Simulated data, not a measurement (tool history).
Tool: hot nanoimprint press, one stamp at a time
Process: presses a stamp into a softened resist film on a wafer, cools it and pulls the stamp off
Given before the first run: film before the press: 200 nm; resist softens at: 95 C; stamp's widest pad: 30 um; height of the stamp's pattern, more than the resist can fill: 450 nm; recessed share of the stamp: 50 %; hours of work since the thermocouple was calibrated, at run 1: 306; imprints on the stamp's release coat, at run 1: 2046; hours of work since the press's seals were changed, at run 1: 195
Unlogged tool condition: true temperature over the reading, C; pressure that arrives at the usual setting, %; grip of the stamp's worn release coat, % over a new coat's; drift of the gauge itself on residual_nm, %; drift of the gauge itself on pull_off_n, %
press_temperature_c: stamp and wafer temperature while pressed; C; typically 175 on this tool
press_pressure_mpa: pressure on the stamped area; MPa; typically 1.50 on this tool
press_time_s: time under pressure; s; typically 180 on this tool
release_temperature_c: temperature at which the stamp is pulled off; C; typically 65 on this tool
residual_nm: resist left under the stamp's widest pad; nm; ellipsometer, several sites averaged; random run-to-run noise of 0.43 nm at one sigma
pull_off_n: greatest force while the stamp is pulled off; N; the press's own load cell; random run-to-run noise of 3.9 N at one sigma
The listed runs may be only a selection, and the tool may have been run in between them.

run	hour	press_temperature_c	press_pressure_mpa	press_time_s	release_temperature_c	hours of work since the thermocouple was calibrated	imprints on the stamp's release coat	hours of work since the press's seals were changed	residual_nm	pull_off_n
1	0.0	175	1.50	180	65	306	2046	195	86.6	300
2	30.9	175	1.50	180	65	324	2137	213	85.6	306
3	62.8	175	1.50	180	65	342	2232	231	85.9	315
4	95.3	175	1.50	180	65	361	2328	250	85.7	301
5	118.5	175	1.50	180	65	374	2396	263	85.3	317
# hour 128.8: stamp cleaned and given a new release coat
6	161.7	175	1.50	180	65	396	98	284	84.5	181
7	197.9	166	1.50	180	65	416	205	305	119.5	189
8	229.1	166	1.50	180	65	434	297	323	118.9	208
9	256.1	166	1.50	180	65	450	377	339	119.1	189
10	280.1	179	1.50	180	65	464	448	353	72.2	206
11	313.3	179	1.50	180	65	483	547	372	72.5	205
12	340.5	175	1.50	180	65	498	627	387	83.8	207
13	366.7	175	1.50	180	65	513	705	402	82.9	215
14	404.2	175	1.50	180	57	535	816	424	83.5	275
15	427.2	175	1.50	180	57	548	884	437	84.0	268
16	447.9	174	1.50	180	65	560	946	449	86.5	226
# hour 463.6: plate thermocouple calibrated
17	468.4	174	1.50	180	65	3	997	459	93.8	240
18	496.3	164	2.33	180	65	19	1080	475	114.4	249
19	516.2	164	1.81	180	65	30	1139	487	125.6	243
20	540.1	175	1.80	180	54	44	1210	500	82.3	322
21	568.2	184	1.96	98	63	60	1293	517	69.6	273
22	601.4	175	1.82	311	65	79	1391	536	66.7	265
23	639.2	175	1.82	159	65	101	1503	557	86.5	266
24	672.5	175	1.82	159	65	120	1602	576	85.4	265
25	689.5	175	1.42	338	65	130	1652	586	73.0	277
26	715.5	175	1.50	216	65	145	1729	601	83.5	279
27	738.6	175	0.98	92	65	158	1798	615	132.2	282
28	773.3	175	1.90	346	57	178	1900	634	62.3	360
29	790.8	179	1.50	180	51	188	1952	645	76.2	393

4 options for the next run, each taken on its own from the tool as it stands now. Forecast them:
A	814.3	167	1.50	281	65	202	2022	658	?	?
B	814.3	175	0.95	180	65	202	2022	658	?	?
C	814.3	179	2.31	172	71	202	2022	658	?	?
D	814.3	181	1.50	180	52	202	2022	658	?	?

run	residual_nm	pull_off_n
A	104.7	299
B	109.9	299
C	61.5	250
D	70.2	399
With no hidden state in the tool, these same runs would have given:
run	residual_nm	pull_off_n
A	105.6	194
B	111.5	194
C	60.7	163
D	70.5	258
